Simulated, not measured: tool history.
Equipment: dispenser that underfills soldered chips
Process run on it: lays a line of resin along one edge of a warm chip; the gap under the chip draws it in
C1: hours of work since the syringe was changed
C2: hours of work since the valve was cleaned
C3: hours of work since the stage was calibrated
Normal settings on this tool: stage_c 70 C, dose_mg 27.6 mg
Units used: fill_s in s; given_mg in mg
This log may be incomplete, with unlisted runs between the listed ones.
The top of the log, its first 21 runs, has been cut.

{"run": 22, "hour": 86.9, "stage_c": 56, "dose_mg": 24.7, "C1": 4, "C2": 63, "C3": 117, "fill_s": 243.5, "given_mg": 23.86}
{"hour": 88.7, "done": "new syringe of resin"}
{"run": 23, "hour": 91.4, "stage_c": 70, "dose_mg": 32.4, "C1": 2, "C2": 66, "C3": 121, "fill_s": 124.1, "given_mg": 31.25}
{"hour": 95.9, "done": "new syringe of resin"}
{"run": 24, "hour": 95.9, "stage_c": 78, "dose_mg": 32.4, "C1": 0, "C2": 69, "C3": 124, "fill_s": 81.6, "given_mg": 31.3}
{"run": 25, "hour": 100.1, "stage_c": 57, "dose_mg": 35.8, "C1": 3, "C2": 72, "C3": 127, "fill_s": 214.3, "given_mg": 34.15}
{"hour": 103.4, "done": "new syringe of resin"}
{"run": 26, "hour": 105.5, "stage_c": 57, "dose_mg": 35.8, "C1": 2, "C2": 76, "C3": 131, "fill_s": 200, "given_mg": 34.09}
{"hour": 107.7, "done": "dispensing valve cleaned and set on the balance"}
{"hour": 111.9, "done": "new syringe of resin"}
{"run": 27, "hour": 112.3, "stage_c": 70, "dose_mg": 35.8, "C1": 0, "C2": 3, "C3": 135, "fill_s": 115.8, "given_mg": 35.83}
{"run": 28, "hour": 117.0, "stage_c": 66, "dose_mg": 34.9, "C1": 4, "C2": 7, "C3": 138, "fill_s": 154.7, "given_mg": 34.94}
{"hour": 119.3, "done": "new syringe of resin"}
{"run": 29, "hour": 121.0, "stage_c": 61, "dose_mg": 27.6, "C1": 1, "C2": 10, "C3": 141, "fill_s": 173.8, "given_mg": 27.65}
{"run": 30, "hour": 124.4, "stage_c": 81, "dose_mg": 29, "C1": 4, "C2": 12, "C3": 144, "fill_s": 88.1, "given_mg": 28.67}
{"hour": 126.8, "done": "new syringe of resin"}
{"run": 31, "hour": 129.2, "stage_c": 63, "dose_mg": 31.5, "C1": 2, "C2": 16, "C3": 147, "fill_s": 157.7, "given_mg": 31.06}
{"hour": 134.0, "done": "new syringe of resin"}
{"run": 32, "hour": 135.1, "stage_c": 72, "dose_mg": 35.1, "C1": 1, "C2": 20, "C3": 151, "fill_s": 105.6, "given_mg": 34.6}
{"run": 33, "hour": 139.8, "stage_c": 67, "dose_mg": 29, "C1": 4, "C2": 23, "C3": 155, "fill_s": 152.7, "given_mg": 28.55}
{"hour": 141.3, "done": "new syringe of resin"}
{"run": 34, "hour": 142.9, "stage_c": 57, "dose_mg": 24.2, "C1": 1, "C2": 25, "C3": 157, "fill_s": 202.1, "given_mg": 23.74}
{"run": 35, "hour": 146.9, "stage_c": 84, "dose_mg": 24.2, "C1": 4, "C2": 28, "C3": 160, "fill_s": 78.4, "given_mg": 23.84}
{"hour": 148.5, "done": "new syringe of resin"}
{"run": 36, "hour": 150.2, "stage_c": 61, "dose_mg": 32.4, "C1": 1, "C2": 31, "C3": 162, "fill_s": 170, "given_mg": 31.68}

What if the next run were any one of these 4? Each begins from the tool's condition after run 36:
{"run": "A", "hour": 154.5, "stage_c": 70, "dose_mg": 26.2, "C1": 5, "C2": 34, "C3": 166, "fill_s": "?", "given_mg": "?"}
{"run": "B", "hour": 154.5, "stage_c": 70, "dose_mg": 25.7, "C1": 5, "C2": 34, "C3": 166, "fill_s": "?", "given_mg": "?"}
{"run": "C", "hour": 154.5, "stage_c": 58, "dose_mg": 30.7, "C1": 5, "C2": 34, "C3": 166, "fill_s": "?", "given_mg": "?"}
{"run": "D", "hour": 154.5, "stage_c": 69, "dose_mg": 27.8, "C1": 5, "C2": 34, "C3": 166, "fill_s": "?", "given_mg": "?"}

run=A fill_s=137.3 given_mg=25.75
run=B fill_s=136.1 given_mg=25.08
run=C fill_s=217.7 given_mg=30.08
run=D fill_s=140.4 given_mg=27.37
The same runs, with their run-to-run variation unchanged, on a tool lacking any hidden condition would have given:
run=A fill_s=116.8 given_mg=26.24
run=B fill_s=115.8 given_mg=25.56
run=C fill_s=186 given_mg=30.64
run=D fill_s=119.6 given_mg=27.88

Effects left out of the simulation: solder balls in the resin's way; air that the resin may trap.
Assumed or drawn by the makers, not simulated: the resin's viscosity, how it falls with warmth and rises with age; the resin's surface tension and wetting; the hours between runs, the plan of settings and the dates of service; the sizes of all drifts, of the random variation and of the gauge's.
